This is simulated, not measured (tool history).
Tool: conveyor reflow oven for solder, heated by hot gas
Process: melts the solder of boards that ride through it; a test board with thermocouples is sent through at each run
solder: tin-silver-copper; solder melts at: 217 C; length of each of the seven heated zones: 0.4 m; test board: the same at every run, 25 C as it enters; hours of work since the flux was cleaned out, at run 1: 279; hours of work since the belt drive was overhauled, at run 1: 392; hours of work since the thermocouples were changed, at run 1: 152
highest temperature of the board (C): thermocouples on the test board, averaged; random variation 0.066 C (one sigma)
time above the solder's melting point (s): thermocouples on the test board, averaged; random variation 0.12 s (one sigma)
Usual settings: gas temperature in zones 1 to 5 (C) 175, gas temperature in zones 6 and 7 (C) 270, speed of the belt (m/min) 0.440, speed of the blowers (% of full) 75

| run | hour | gas temperature in zones 1 to 5 (C) | gas temperature in zones 6 and 7 (C) | speed of the belt (m/min) | speed of the blowers (% of full) | hours of work since the flux was cleaned out | hours of work since the belt drive was overhauled | hours of work since the thermocouples were changed | highest temperature of the board (C) | time above the solder's melting point (s) |
|---|---|---|---|---|---|---|---|---|---|---|
| 1 | 0.0 | 175 | 270 | 0.440 | 75 | 279 | 392 | 152 | 261.00 | 93.0 |
| 2 | 83.2 | 175 | 270 | 0.440 | 75 | 320 | 434 | 194 | 260.82 | 93.2 |
| 3 | 152.6 | 175 | 270 | 0.440 | 75 | 355 | 469 | 228 | 260.84 | 93.2 |
| 4 | 225.2 | 170 | 270 | 0.440 | 75 | 392 | 505 | 265 | 260.29 | 90.5 |
|  | 288.9 | flux residue cleaned out of gas plates and filters |
| 5 | 315.1 | 175 | 270 | 0.440 | 75 | 13 | 548 | 307 | 262.10 | 94.8 |
| 6 | 352.5 | 175 | 270 | 0.440 | 50 | 32 | 567 | 326 | 256.46 | 88.2 |
| 7 | 427.6 | 175 | 270 | 0.440 | 74 | 70 | 604 | 364 | 261.92 | 94.5 |
| 8 | 497.4 | 175 | 270 | 0.440 | 74 | 105 | 639 | 399 | 261.73 | 94.3 |
| 9 | 554.9 | 175 | 270 | 0.440 | 75 | 133 | 668 | 428 | 261.97 | 94.7 |
| 10 | 592.4 | 175 | 270 | 0.440 | 75 | 152 | 687 | 446 | 261.89 | 94.6 |
| 11 | 636.6 | 175 | 270 | 0.440 | 75 | 174 | 709 | 469 | 261.88 | 94.5 |
| 12 | 721.8 | 175 | 270 | 0.440 | 75 | 217 | 752 | 511 | 261.85 | 94.7 |
| 13 | 803.3 | 175 | 270 | 0.440 | 71 | 258 | 793 | 552 | 261.10 | 93.9 |
| 14 | 858.5 | 175 | 270 | 0.440 | 71 | 286 | 821 | 580 | 261.06 | 93.8 |
| 15 | 915.5 | 175 | 270 | 0.440 | 71 | 314 | 849 | 608 | 261.09 | 93.9 |
| 16 | 965.0 | 175 | 270 | 0.440 | 71 | 339 | 874 | 633 | 260.88 | 93.8 |
| 17 | 1005.9 | 164 | 275 | 0.498 | 73 | 360 | 894 | 654 | 261.04 | 77.8 |
| 18 | 1046.2 | 166 | 275 | 0.529 | 54 | 380 | 915 | 674 | 253.56 | 66.1 |
|  | 1132.2 | flux residue cleaned out of gas plates and filters |
| 19 | 1132.6 | 175 | 262 | 0.440 | 75 | 0 | 955 | 715 | 255.32 | 90.7 |
|  | 1216.5 | thermocouples of zones 6 and 7 changed |
| 20 | 1219.8 | 175 | 270 | 0.508 | 75 | 43 | 998 | 2 | 258.66 | 79.4 |

Forecast run 21:
| 21 | 1276.7 | 175 | 270 | 0.414 | 75 | 71 | 1027 | 30 | ? | ? |

highest temperature of the board (C): 263.29
time above the solder's melting point (s): 103.0
Without the tool's hidden state the same run would have given highest temperature of the board (C) 263.13, time above the solder's melting point (s) 100.6.

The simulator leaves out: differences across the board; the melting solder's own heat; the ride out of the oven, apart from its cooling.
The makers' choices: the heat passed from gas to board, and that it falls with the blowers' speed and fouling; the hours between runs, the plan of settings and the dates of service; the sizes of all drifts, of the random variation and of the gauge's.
